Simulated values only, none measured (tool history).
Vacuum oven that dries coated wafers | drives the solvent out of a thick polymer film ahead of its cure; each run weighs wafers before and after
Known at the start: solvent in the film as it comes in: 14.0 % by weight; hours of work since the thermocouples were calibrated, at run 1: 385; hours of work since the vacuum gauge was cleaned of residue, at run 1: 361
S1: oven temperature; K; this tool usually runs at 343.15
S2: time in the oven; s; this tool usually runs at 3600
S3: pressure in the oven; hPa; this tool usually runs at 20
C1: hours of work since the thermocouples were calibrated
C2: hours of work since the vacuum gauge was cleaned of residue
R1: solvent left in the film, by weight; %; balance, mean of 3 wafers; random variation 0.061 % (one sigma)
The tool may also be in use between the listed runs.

run 1 hour=0 | S1=343.15 S2=3600 S3=20 | C1=385 C2=361 | R1=3.68
run 2 hour=24.5 | S1=343.15 S2=3600 S3=20 | C1=403 C2=379 | R1=3.79
run 3 hour=38.4 | S1=343.15 S2=3600 S3=20 | C1=413 C2=389 | R1=3.82
run 4 hour=55.7 | S1=343.15 S2=3600 S3=20 | C1=426 C2=401 | R1=3.78
run 5 hour=67.5 | S1=343.15 S2=3600 S3=20 | C1=434 C2=410 | R1=3.88
run 6 hour=80.9 | S1=343.15 S2=3600 S3=20 | C1=444 C2=420 | R1=3.83
run 7 hour=99.1 | S1=343.15 S2=3600 S3=20 | C1=457 C2=433 | R1=3.97
-- hour=102.4 oven's thermocouples calibrated
run 8 hour=117.4 | S1=343.15 S2=3600 S3=20 | C1=11 C2=445 | R1=3.93
run 9 hour=136 | S1=343.15 S2=3600 S3=20 | C1=24 C2=458 | R1=3.84
run 10 hour=159.5 | S1=334.15 S2=3600 S3=20 | C1=42 C2=475 | R1=6.84
-- hour=170.2 oven's thermocouples calibrated, once more
run 11 hour=176.7 | S1=334.15 S2=3600 S3=20 | C1=5 C2=487 | R1=6.41
run 12 hour=190.7 | S1=334.15 S2=3600 S3=20 | C1=15 C2=497 | R1=6.36
run 13 hour=215.2 | S1=334.15 S2=3600 S3=20 | C1=33 C2=515 | R1=6.54
run 14 hour=232.9 | S1=334.15 S2=3600 S3=20 | C1=46 C2=527 | R1=6.5
run 15 hour=256.3 | S1=334.15 S2=3600 S3=13.3 | C1=63 C2=544 | R1=5.83
run 16 hour=270.6 | S1=332.15 S2=3300 S3=13.3 | C1=73 C2=555 | R1=6.83
run 17 hour=294.6 | S1=332.15 S2=3300 S3=13.3 | C1=91 C2=572 | R1=6.94
run 18 hour=316.9 | S1=332.15 S2=3300 S3=13.3 | C1=107 C2=589 | R1=6.77
run 19 hour=334.5 | S1=332.15 S2=5940 S3=13.3 | C1=120 C2=601 | R1=4.81
run 20 hour=354.1 | S1=357.15 S2=5580 S3=20 | C1=134 C2=616 | R1=1
run 21 hour=368.4 | S1=344.15 S2=4260 S3=26 | C1=144 C2=626 | R1=3.4
run 22 hour=387.2 | S1=344.15 S2=4260 S3=26 | C1=158 C2=640 | R1=3.48
run 23 hour=405.5 | S1=328.15 S2=1860 S3=52.7 | C1=171 C2=653 | R1=12.18
run 24 hour=425.8 | S1=343.15 S2=4620 S3=12.7 | C1=186 C2=668 | R1=2.46
run 25 hour=443.9 | S1=340.15 S2=5580 S3=10.9 | C1=199 C2=681 | R1=2.54
run 26 hour=460.9 | S1=341.15 S2=3600 S3=20 | C1=212 C2=694 | R1=4.32

Consider 4 possible next runs. They are alternatives, not a sequence: every one starts from the tool as it was left by run 26. What does each give?
run A hour=482.6 | S1=332.15 S2=3600 S3=10 | C1=228 C2=709 | R1=?
run B hour=482.6 | S1=343.15 S2=4260 S3=20 | C1=228 C2=709 | R1=?
run C hour=482.6 | S1=351.15 S2=4620 S3=11.9 | C1=228 C2=709 | R1=?
run D hour=482.6 | S1=353.15 S2=3600 S3=21 | C1=228 C2=709 | R1=?

run=A R1=6.37
run=B R1=3.18
run=C R1=1.23
run=D R1=1.78
With no hidden state in the tool, these same runs would have given:
run=A R1=6.02
run=B R1=2.89
run=C R1=1.04
run=D R1=1.59
